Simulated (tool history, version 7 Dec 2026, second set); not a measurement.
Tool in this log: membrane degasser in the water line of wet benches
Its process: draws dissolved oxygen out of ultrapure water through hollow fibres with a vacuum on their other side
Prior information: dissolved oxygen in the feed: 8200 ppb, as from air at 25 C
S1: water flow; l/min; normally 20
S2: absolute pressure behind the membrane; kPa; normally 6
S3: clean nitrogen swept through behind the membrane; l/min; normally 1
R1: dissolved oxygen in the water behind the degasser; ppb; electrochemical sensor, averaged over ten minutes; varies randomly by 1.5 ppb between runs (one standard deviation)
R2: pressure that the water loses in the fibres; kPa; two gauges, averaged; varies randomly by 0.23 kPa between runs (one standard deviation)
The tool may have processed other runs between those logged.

Run 1, hour 0: usual settings. Result: R1 156.7 ppb, R2 59.73 kPa.
Run 2, hour 113.7: usual settings. Result: R1 157.1 ppb, R2 58.86 kPa.
Run 3, hour 207.5: usual settings. Result: R1 155.6 ppb, R2 59.56 kPa.
Run 4, hour 318: usual settings. Result: R1 157.9 ppb, R2 59.3 kPa.
Run 5, hour 401.3: usual settings. Result: R1 155.2 ppb, R2 59.72 kPa.
Run 6, hour 539.1: usual settings. Result: R1 156.8 ppb, R2 59.5 kPa.
Run 7, hour 658.8: usual settings but S2 4.95 kPa. Result: R1 114.1 ppb, R2 59.61 kPa.
At hour 671.8: vacuum gauge calibrated.
Run 8, hour 752.5: usual settings but S2 4.95 kPa. Result: R1 114.8 ppb, R2 59.49 kPa.
Run 9, hour 844.3: usual settings but S2 4.95 kPa. Result: R1 117.3 ppb, R2 59.45 kPa.
At hour 893.9: vacuum gauge calibrated, once more.
Run 10, hour 913.8: usual settings but S2 4.95 kPa. Result: R1 105.4 ppb, R2 60.48 kPa.
Run 11, hour 971.8: usual settings but S2 4.95 kPa, S3 0.72 l/min. Result: R1 133.5 ppb, R2 59.6 kPa.
Run 12, hour 1061.5: usual settings but S2 4.95 kPa, S3 0.72 l/min. Result: R1 131.4 ppb, R2 59.45 kPa.
Run 13, hour 1176: usual settings. Result: R1 152.8 ppb, R2 59.71 kPa.

Estimate the outcome of run 14 from the log above:
Run 14, hour 1272.5: usual settings. Result: R1 ?, R2 ?.

{"run 14": {"R1": 151.4, "R2": 59.32}}
With no hidden state in the tool, this same run would have given R1 148.2 ppb, R2 58.4 kPa.
